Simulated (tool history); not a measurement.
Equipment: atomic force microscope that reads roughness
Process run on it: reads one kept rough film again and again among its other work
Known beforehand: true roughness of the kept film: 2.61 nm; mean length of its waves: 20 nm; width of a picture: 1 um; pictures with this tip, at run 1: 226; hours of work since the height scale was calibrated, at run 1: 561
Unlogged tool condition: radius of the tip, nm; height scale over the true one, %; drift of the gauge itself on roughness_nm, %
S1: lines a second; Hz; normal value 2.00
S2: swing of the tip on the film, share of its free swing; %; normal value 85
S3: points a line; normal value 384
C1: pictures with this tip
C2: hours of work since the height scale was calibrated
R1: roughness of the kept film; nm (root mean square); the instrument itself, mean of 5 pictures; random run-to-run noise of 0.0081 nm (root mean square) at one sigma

run	hour	S1	S2	S3	C1	C2	R1
1	0.0	2.00	85	384	226	561	1.579
2	21.3	2.00	85	384	260	575	1.558
3	53.8	2.00	76	384	311	596	1.653
4	81.7	2.00	85	639	355	615	1.500
# hour 100.8: new tip fitted
5	122.2	2.00	85	463	34	641	1.707
6	149.5	2.00	85	463	77	659	1.679
7	183.6	2.00	85	376	130	682	1.603
8	212.4	2.00	73	384	175	701	1.763
9	255.9	2.00	85	858	244	730	1.557
10	287.1	3.69	85	858	293	750	1.278
11	321.2	3.69	85	858	347	773	1.265
# hour 345.6: new tip fitted
12	353.9	3.69	85	393	13	794	1.459
13	375.0	2.00	85	384	46	808	1.705
14	415.7	2.00	85	384	110	835	1.659
15	436.0	2.00	85	275	142	848	1.610
16	478.6	3.41	58	913	209	876	1.863
17	507.6	3.79	58	913	255	896	1.810
18	545.1	3.79	58	913	314	920	1.759
19	584.2	2.68	78	866	375	946	1.505
# hour 589.9: new tip fitted
20	617.2	1.08	74	665	43	968	2.023
21	651.1	2.74	74	665	96	990	1.738
22	681.8	2.00	62	384	145	1011	1.940
23	705.3	3.74	76	313	182	1026	1.496
24	751.1	3.61	85	873	254	1056	1.305
25	777.2	3.61	85	873	295	1074	1.295
26	802.3	0.63	84	383	334	1090	1.749
27	830.8	0.63	74	383	379	1109	1.805
# hour 835.5: new tip fitted
28	855.7	1.90	66	265	32	1125	1.964
29	875.9	1.90	90	647	64	1138	1.614
30	900.9	1.90	90	647	103	1155	1.581

Pick out some run-to-run changes in R1. Of each, how much would a tool without hidden state show as well, from the settings, what came in and chance, and how much is left for the hidden state and any gauge scatter not in both results compared?
Run 4 -> 5: S3 639 -> 463, new tip fitted. R1 +0.207 nm (root mean square): hidden state +0.212, all else -0.005.
Run 19 -> 20: S1 2.68 -> 1.08, S2 78 -> 74, S3 866 -> 665, new tip fitted. R1 +0.518 nm (root mean square): hidden state +0.215, all else +0.303.
Run 22 -> 23: S1 2.00 -> 3.74, S2 62 -> 76, S3 384 -> 313. R1 -0.444 nm (root mean square): hidden state +0.007, all else -0.451.
Run 25 -> 26: S1 3.61 -> 0.63, S2 85 -> 84, S3 873 -> 383. R1 +0.454 nm (root mean square): hidden state -0.109, all else +0.563.
Run 27 -> 28: S1 0.63 -> 1.90, S2 74 -> 66, S3 383 -> 265, new tip fitted. R1 +0.159 nm (root mean square): hidden state +0.295, all else -0.136.
